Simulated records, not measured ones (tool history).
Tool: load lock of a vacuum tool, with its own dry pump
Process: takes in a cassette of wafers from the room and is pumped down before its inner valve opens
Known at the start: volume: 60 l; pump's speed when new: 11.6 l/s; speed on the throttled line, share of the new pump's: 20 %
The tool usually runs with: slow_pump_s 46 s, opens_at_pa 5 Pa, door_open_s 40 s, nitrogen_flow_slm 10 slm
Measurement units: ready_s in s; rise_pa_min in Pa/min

run,hour,slow_pump_s,opens_at_pa,door_open_s,nitrogen_flow_slm,"incoming humidity of the room's air, %",ready_s,rise_pa_min
1,0,46,5,40,10,46.6,90.8,0.022
2,505.7,46,5,40,10,46.3,91.1,0.024
3,830.9,46,5,40,10,44.7,91.4,0.02
4,1368.6,46,5,40,43,48.9,91.4,0.016
5,1668.9,46,5,40,43,42.3,90.9,0.017
6,2172.1,46,5,40,43,43.7,91.4,0.015
7,2481.5,46,5,40,43,42.1,91.8,0.017
8,2874.3,46,5,40,43,40.7,91.9,0.02
9,3201.6,46,5,40,10,40.7,92.6,0.031
10,3731.2,46,5,40,10,46.4,91.8,0.033
11,4230.7,46,5,40,10,47.1,91.4,0.037
12,4765.5,46,5,110,10,45,92.4,0.057
13,5016,46,5,40,10,47.5,92.6,0.038
14,5342.2,46,5,40,10,42.3,93.7,0.035
15,5694.7,46,5,40,10,43.6,92.7,0.046
16,5989.2,46,5,40,10,42.7,93.1,0.043
17,6513.7,46,5,40,4,43.1,91.8,0.051
18,6773.2,46,5,94,10,45.5,93.6,0.06
19,7054.5,46,5,94,10,43.5,93.8,0.06
20,7297.3,58,5,28,5,46.1,101.6,0.05
21,7768,58,7,27,14,42.4,100.8,0.045
22,8286.2,39,6,40,10,46.5,87.7,0.05
23,8759.9,46,5,64,10,47.4,93.6,0.059
24,9112.1,61,5,27,7,44.9,105.8,0.059
25,9585,61,5,27,7,46.6,106.8,0.055
26,10036.8,61,5,27,7,45.7,106,0.06
27,10418.2,57,4,99,19,42.9,105.1,0.07
28,10958.2,57,4,99,4,42,104.7,0.097
29,11368.4,57,4,100,4,44.7,105.4,0.097
30,11749.3,57,4,100,4,42,104.6,0.099
31,12159.1,57,4,100,4,40.8,105.5,0.099
32,12440,57,4,100,4,41.7,105.3,0.103
33,12712.8,57,4,100,4,45.2,106.2,0.111
34,13178.9,40,5,74,10,44.2,90.9,0.085
35,13572.5,40,5,74,10,40,90.4,0.088
36,13843.2,40,5,74,10,46.8,91.5,0.103
37,14262,40,5,74,10,47.2,91,0.1
38,14584.6,55,8,119,25,43.2,99.9,0.095

Forecast each of these 3 alternatives for the next run:
A,14903.3,36,8,119,23,44.4,?,?
B,14903.3,46,5,40,36,44.6,?,?
C,14903.3,75,9,40,17,43.2,?,?

run,ready_s,rise_pa_min
A,86.4,0.093
B,96,0.081
C,114.7,0.086
Without the tool's unlogged condition, the same runs would have read:
run,ready_s,rise_pa_min
A,78.7,0.021
B,88.5,0.01
C,108.8,0.014
